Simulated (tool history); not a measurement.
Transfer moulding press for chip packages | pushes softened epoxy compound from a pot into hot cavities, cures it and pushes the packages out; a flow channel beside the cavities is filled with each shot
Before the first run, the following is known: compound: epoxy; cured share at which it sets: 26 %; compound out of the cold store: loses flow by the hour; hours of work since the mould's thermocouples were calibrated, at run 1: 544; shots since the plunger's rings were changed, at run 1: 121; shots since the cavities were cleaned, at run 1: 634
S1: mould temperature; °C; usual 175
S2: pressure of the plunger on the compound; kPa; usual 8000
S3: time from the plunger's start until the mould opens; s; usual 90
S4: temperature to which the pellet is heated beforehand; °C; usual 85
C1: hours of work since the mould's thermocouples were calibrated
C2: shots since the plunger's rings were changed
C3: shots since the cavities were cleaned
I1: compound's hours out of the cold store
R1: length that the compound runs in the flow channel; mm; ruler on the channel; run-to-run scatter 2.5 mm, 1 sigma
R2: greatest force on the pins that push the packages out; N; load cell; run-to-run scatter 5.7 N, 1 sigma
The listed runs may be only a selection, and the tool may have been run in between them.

| run | hour | S1 | S2 | S3 | S4 | C1 | C2 | C3 | I1 | R1 | R2 |
|---|---|---|---|---|---|---|---|---|---|---|---|
| 1 | 0 | 175 | 8000 | 90 | 85 | 544 | 121 | 634 | 28.1 | 789 | 277 |
|  | 6.4 | cavities cleaned with cleaning compound and waxed |
| 2 | 26.1 | 175 | 8000 | 90 | 85 | 557 | 396 | 220 | 32.6 | 775 | 244 |
| 3 | 41.2 | 175 | 8000 | 90 | 85 | 566 | 565 | 389 | 13.9 | 818 | 259 |
| 4 | 58 | 175 | 8000 | 90 | 85 | 575 | 755 | 579 | 44.6 | 747 | 268 |
|  | 69.2 | cavities cleaned with cleaning compound and waxed |
| 5 | 91.5 | 175 | 8000 | 90 | 85 | 593 | 1113 | 250 | 42.5 | 750 | 240 |
| 6 | 121.7 | 175 | 8000 | 90 | 85 | 609 | 1451 | 588 | 27.9 | 778 | 265 |
|  | 132.8 | cavities cleaned with cleaning compound and waxed |
| 7 | 139.4 | 175 | 8000 | 90 | 85 | 618 | 1633 | 74 | 24.8 | 780 | 211 |
| 8 | 170.7 | 175 | 8000 | 90 | 85 | 635 | 1984 | 425 | 39.2 | 744 | 256 |
|  | 179.2 | mould's thermocouples calibrated |
| 9 | 189.9 | 175 | 8000 | 90 | 85 | 6 | 2177 | 618 | 30.5 | 765 | 270 |
|  | 199.5 | cavities cleaned with cleaning compound and waxed |
| 10 | 211.8 | 175 | 8000 | 90 | 85 | 17 | 2406 | 138 | 31.3 | 762 | 225 |
|  | 230.5 | plunger's sealing rings changed |
| 11 | 246.1 | 175 | 8000 | 90 | 85 | 35 | 175 | 495 | 26 | 798 | 284 |
|  | 267.2 | cavities cleaned with cleaning compound and waxed |
| 12 | 279.8 | 175 | 8000 | 90 | 86 | 53 | 537 | 143 | 25 | 790 | 237 |
| 13 | 311.5 | 175 | 8000 | 90 | 86 | 70 | 892 | 498 | 41.7 | 751 | 265 |
|  | 332 | cavities cleaned with cleaning compound and waxed |
| 14 | 345.2 | 175 | 8000 | 90 | 86 | 88 | 1253 | 148 | 32.8 | 762 | 233 |
| 15 | 374.5 | 183 | 8000 | 90 | 80 | 104 | 1581 | 476 | 21.6 | 761 | 201 |
|  | 395.2 | cavities cleaned with cleaning compound and waxed |
| 16 | 403.9 | 178 | 8000 | 108 | 92 | 119 | 1894 | 97 | 28.2 | 763 | 170 |
| 17 | 426.1 | 175 | 6770 | 126 | 92 | 132 | 2143 | 346 | 39.2 | 682 | 194 |
| 18 | 448.5 | 178 | 8000 | 90 | 89 | 144 | 2394 | 597 | 17.1 | 779 | 234 |
|  | 457.9 | cavities cleaned with cleaning compound and waxed |
|  | 469.2 | plunger's sealing rings changed |
| 19 | 475.7 | 180 | 8000 | 90 | 80 | 157 | 73 | 172 | 28.5 | 778 | 186 |
| 20 | 504.8 | 180 | 8000 | 90 | 80 | 173 | 399 | 498 | 16.5 | 802 | 222 |
| 21 | 521.4 | 180 | 7030 | 79 | 80 | 182 | 585 | 684 | 47.6 | 684 | 257 |
|  | 525.1 | cavities cleaned with cleaning compound and waxed |
| 22 | 553.4 | 180 | 7030 | 79 | 80 | 199 | 927 | 317 | 44.2 | 686 | 232 |
| 23 | 570.4 | 180 | 7030 | 79 | 80 | 208 | 1118 | 508 | 34.8 | 699 | 254 |
|  | 589.3 | cavities cleaned with cleaning compound and waxed |
| 24 | 600.6 | 173 | 8070 | 79 | 90 | 224 | 1439 | 126 | 15.7 | 816 | 342 |
| 25 | 623.1 | 173 | 9000 | 119 | 89 | 236 | 1691 | 378 | 17.9 | 858 | 205 |
| 26 | 641.6 | 171 | 8650 | 112 | 89 | 247 | 1899 | 586 | 40.9 | 781 | 241 |
|  | 653.2 | cavities cleaned with cleaning compound and waxed |
| 27 | 669.8 | 170 | 7530 | 100 | 79 | 261 | 2199 | 186 | 40.2 | 733 | 269 |

Consider 3 possible next runs. They are alternatives, not a sequence: every one starts from the tool as it was left by run 27. What does each give?
| A | 684.9 | 167 | 8000 | 90 | 80 | 270 | 2368 | 355 | 34 | ? | ? |
| B | 684.9 | 175 | 8770 | 73 | 85 | 270 | 2368 | 355 | 34.6 | ? | ? |
| C | 684.9 | 175 | 7530 | 100 | 79 | 270 | 2368 | 355 | 14.3 | ? | ? |

| run | R1 | R2 |
|---|---|---|
| A | 774 | 447 |
| B | 787 | 400 |
| C | 771 | 219 |
Had the tool no hidden state, the same runs would have come out as:
| run | R1 | R2 |
|---|---|---|
| A | 809 | 371 |
| B | 822 | 333 |
| C | 805 | 177 |
